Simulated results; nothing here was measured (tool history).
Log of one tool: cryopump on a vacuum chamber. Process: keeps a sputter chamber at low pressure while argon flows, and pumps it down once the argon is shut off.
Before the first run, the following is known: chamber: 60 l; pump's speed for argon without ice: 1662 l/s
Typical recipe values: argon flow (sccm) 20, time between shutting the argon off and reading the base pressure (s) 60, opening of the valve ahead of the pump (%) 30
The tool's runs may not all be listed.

run	hour	argon flow (sccm)	time between shutting the argon off and reading the base pressure (s)	opening of the valve ahead of the pump (%)	pressure while argon flows (Pa)	pressure after the wait (uPa)
1	0.0	20	60	30	0.0680	2.87
2	7.2	31	60	30	0.1050	2.91
3	23.6	26	60	30	0.0873	2.95
4	33.8	20	60	30	0.0675	2.94
5	48.6	20	60	30	0.0684	2.88
6	59.3	20	60	30	0.0680	2.95
7	71.0	20	60	30	0.0685	3.01
8	84.0	20	60	30	0.0683	2.96
9	96.8	20	60	30	0.0689	2.94
10	107.5	20	60	30	0.0681	2.94
11	123.9	20	44	30	0.0682	3.23
12	139.3	20	44	30	0.0680	3.19
13	151.4	20	60	50	0.0404	3.04
14	158.8	20	88	30	0.0681	2.81
15	169.8	20	39	42	0.0487	3.39
16	180.0	30	137	28	0.1099	2.71
17	190.5	21	246	36	0.0596	2.54
18	204.5	21	37	19	0.1129	3.47
19	217.7	21	275	29	0.0739	2.59
20	226.7	21	275	29	0.0760	2.62
21	238.9	11	167	30	0.0378	2.75
22	253.5	25	23	30	0.0862	4.25
23	266.6	27	31	16	0.1728	3.85
24	273.7	27	31	16	0.1747	3.79
25	286.4	27	31	16	0.1725	3.90

Consider 5 possible next runs. They are alternatives, not a sequence: every one starts from the tool as it was left by run 25. What does each give?
A	297.2	27	112	16	?	?
B	297.2	17	88	23	?	?
C	297.2	27	92	19	?	?
D	297.2	30	31	16	?	?
E	297.2	15	127	25	?	?

run	pressure while argon flows (Pa)	pressure after the wait (uPa)
A	0.1731	2.89
B	0.0770	3.07
C	0.1461	2.98
D	0.1917	3.91
E	0.0626	2.89
With the hidden condition removed and each run's random variation left untouched, the same runs would have given:
run	pressure while argon flows (Pa)	pressure after the wait (uPa)
A	0.1717	0.55
B	0.0761	0.65
C	0.1447	0.63
D	0.1901	1.55
E	0.0619	0.50

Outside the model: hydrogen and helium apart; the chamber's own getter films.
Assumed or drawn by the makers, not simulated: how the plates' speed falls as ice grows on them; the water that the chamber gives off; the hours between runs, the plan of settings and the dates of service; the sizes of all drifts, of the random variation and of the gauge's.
